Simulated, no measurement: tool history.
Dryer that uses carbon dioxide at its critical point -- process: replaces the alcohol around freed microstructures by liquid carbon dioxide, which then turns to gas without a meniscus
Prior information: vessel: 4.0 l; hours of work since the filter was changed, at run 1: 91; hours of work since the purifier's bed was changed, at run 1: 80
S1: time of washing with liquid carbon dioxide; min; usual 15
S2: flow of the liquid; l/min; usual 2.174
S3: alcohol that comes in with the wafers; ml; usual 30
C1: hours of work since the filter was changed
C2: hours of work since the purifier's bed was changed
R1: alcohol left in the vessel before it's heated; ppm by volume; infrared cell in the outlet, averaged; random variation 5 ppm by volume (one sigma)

| run | hour | S1 | S2 | S3 | C1 | C2 | R1 |
|---|---|---|---|---|---|---|---|
| 1 | 0.0 | 15 | 2.174 | 30 | 91 | 80 | 33 |
| 2 | 9.3 | 15 | 2.174 | 30 | 94 | 83 | 34 |
| 3 | 18.1 | 15 | 2.174 | 30 | 97 | 86 | 35 |
| 4 | 27.6 | 15 | 2.174 | 30 | 101 | 90 | 33 |
| 5 | 32.3 | 15 | 2.174 | 30 | 102 | 91 | 45 |
| 6 | 41.3 | 15 | 2.174 | 30 | 106 | 95 | 39 |
| 7 | 46.3 | 15 | 2.000 | 30 | 108 | 96 | 56 |
| 8 | 51.9 | 14 | 3.260 | 30 | 110 | 98 | 12 |
| 9 | 56.9 | 16 | 1.800 | 30 | 111 | 100 | 63 |
| 10 | 67.1 | 16 | 1.630 | 33 | 115 | 104 | 103 |
| 11 | 78.6 | 16 | 1.630 | 33 | 119 | 108 | 108 |
| 12 | 88.0 | 16 | 1.630 | 33 | 123 | 111 | 101 |
| 13 | 98.4 | 18 | 1.630 | 27 | 126 | 115 | 54 |

Here are 5 independent what-if runs from the current tool condition. What would each one return?
| A | 108.6 | 22 | 1.630 | 24 | 130 | 119 | ? |
| B | 108.6 | 15 | 2.174 | 30 | 130 | 119 | ? |
| C | 108.6 | 16 | 2.174 | 30 | 130 | 119 | ? |
| D | 108.6 | 20 | 2.174 | 62 | 130 | 119 | ? |
| E | 108.6 | 11 | 3.570 | 41 | 130 | 119 | ? |

| run | R1 |
|---|---|
| A | 25 |
| B | 45 |
| C | 31 |
| D | 25 |
| E | 21 |
Take away the tool's hidden state, keep each run's random variation, and the runs would have read:
| run | R1 |
|---|---|
| A | 16 |
| B | 34 |
| C | 22 |
| D | 16 |
| E | 12 |
